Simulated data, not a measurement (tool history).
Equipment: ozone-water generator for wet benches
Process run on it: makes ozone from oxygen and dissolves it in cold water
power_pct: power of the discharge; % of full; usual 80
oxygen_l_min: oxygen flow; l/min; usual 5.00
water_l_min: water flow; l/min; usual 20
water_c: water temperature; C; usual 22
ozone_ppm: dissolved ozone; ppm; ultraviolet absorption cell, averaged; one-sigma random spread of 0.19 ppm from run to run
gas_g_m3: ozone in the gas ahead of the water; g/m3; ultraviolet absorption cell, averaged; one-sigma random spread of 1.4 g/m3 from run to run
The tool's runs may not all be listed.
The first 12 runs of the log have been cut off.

{"run": 13, "day": 15.85, "power_pct": 89, "oxygen_l_min": 7.39, "water_l_min": 13, "water_c": 22, "ozone_ppm": 37.4, "gas_g_m3": 245.9}
{"run": 14, "day": 17.371, "power_pct": 89, "oxygen_l_min": 7.39, "water_l_min": 13, "water_c": 22, "ozone_ppm": 37.7, "gas_g_m3": 245.1}
{"run": 15, "day": 18.117, "power_pct": 80, "oxygen_l_min": 5.0, "water_l_min": 20, "water_c": 22, "ozone_ppm": 26.0, "gas_g_m3": 272.8}
{"run": 16, "day": 18.921, "power_pct": 49, "oxygen_l_min": 5.0, "water_l_min": 20, "water_c": 22, "ozone_ppm": 18.6, "gas_g_m3": 192.6}
{"run": 17, "day": 19.642, "power_pct": 49, "oxygen_l_min": 5.0, "water_l_min": 20, "water_c": 22, "ozone_ppm": 18.6, "gas_g_m3": 189.8}
{"run": 18, "day": 20.621, "power_pct": 80, "oxygen_l_min": 8.55, "water_l_min": 20, "water_c": 25, "ozone_ppm": 25.4, "gas_g_m3": 214.3}
{"run": 19, "day": 22.125, "power_pct": 80, "oxygen_l_min": 8.55, "water_l_min": 20, "water_c": 25, "ozone_ppm": 24.9, "gas_g_m3": 215.7}
{"day": 22.8, "done": "gauge calibrated"}
{"run": 20, "day": 23.529, "power_pct": 62, "oxygen_l_min": 5.0, "water_l_min": 20, "water_c": 18, "ozone_ppm": 23.1, "gas_g_m3": 222.7}
{"run": 21, "day": 25.133, "power_pct": 62, "oxygen_l_min": 2.89, "water_l_min": 25, "water_c": 16, "ozone_ppm": 17.3, "gas_g_m3": 287.3}
{"run": 22, "day": 25.975, "power_pct": 62, "oxygen_l_min": 2.89, "water_l_min": 25, "water_c": 16, "ozone_ppm": 17.2, "gas_g_m3": 288.6}
{"run": 23, "day": 27.604, "power_pct": 80, "oxygen_l_min": 5.0, "water_l_min": 14, "water_c": 22, "ozone_ppm": 34.1, "gas_g_m3": 271.7}
{"run": 24, "day": 29.125, "power_pct": 80, "oxygen_l_min": 5.0, "water_l_min": 27, "water_c": 22, "ozone_ppm": 20.0, "gas_g_m3": 270.8}
{"run": 25, "day": 30.596, "power_pct": 80, "oxygen_l_min": 5.0, "water_l_min": 31, "water_c": 25, "ozone_ppm": 16.9, "gas_g_m3": 272.1}
{"run": 26, "day": 31.879, "power_pct": 91, "oxygen_l_min": 4.02, "water_l_min": 28, "water_c": 21, "ozone_ppm": 20.9, "gas_g_m3": 328.0}
{"run": 27, "day": 33.125, "power_pct": 80, "oxygen_l_min": 8.76, "water_l_min": 32, "water_c": 17, "ozone_ppm": 19.8, "gas_g_m3": 208.5}
{"run": 28, "day": 34.488, "power_pct": 80, "oxygen_l_min": 8.76, "water_l_min": 32, "water_c": 17, "ozone_ppm": 19.9, "gas_g_m3": 210.3}
{"run": 29, "day": 36.05, "power_pct": 88, "oxygen_l_min": 3.44, "water_l_min": 17, "water_c": 21, "ozone_ppm": 31.2, "gas_g_m3": 346.7}
{"run": 30, "day": 36.796, "power_pct": 78, "oxygen_l_min": 5.26, "water_l_min": 17, "water_c": 15, "ozone_ppm": 33.1, "gas_g_m3": 260.5}
{"run": 31, "day": 38.25, "power_pct": 78, "oxygen_l_min": 6.34, "water_l_min": 17, "water_c": 24, "ozone_ppm": 28.4, "gas_g_m3": 240.1}
{"run": 32, "day": 39.004, "power_pct": 79, "oxygen_l_min": 8.62, "water_l_min": 20, "water_c": 22, "ozone_ppm": 26.1, "gas_g_m3": 211.6}
{"run": 33, "day": 40.483, "power_pct": 80, "oxygen_l_min": 5.0, "water_l_min": 20, "water_c": 23, "ozone_ppm": 25.9, "gas_g_m3": 273.7}

Below are 3 alternative next runs, each starting from the tool's condition after run 33. Predict each:
{"run": "A", "day": 42.025, "power_pct": 80, "oxygen_l_min": 5.0, "water_l_min": 20, "water_c": 15, "ozone_ppm": "?", "gas_g_m3": "?"}
{"run": "B", "day": 42.025, "power_pct": 80, "oxygen_l_min": 5.0, "water_l_min": 20, "water_c": 20, "ozone_ppm": "?", "gas_g_m3": "?"}
{"run": "C", "day": 42.025, "power_pct": 50, "oxygen_l_min": 2.72, "water_l_min": 20, "water_c": 22, "ozone_ppm": "?", "gas_g_m3": "?"}

run=A ozone_ppm=29.3 gas_g_m3=274.2
run=B ozone_ppm=27.0 gas_g_m3=272.8
run=C ozone_ppm=17.2 gas_g_m3=259.1
The same runs, with their run-to-run variation unchanged, on a tool lacking any hidden condition would have given:
run=A ozone_ppm=29.3 gas_g_m3=268.1
run=B ozone_ppm=27.1 gas_g_m3=266.7
run=C ozone_ppm=17.2 gas_g_m3=253.3
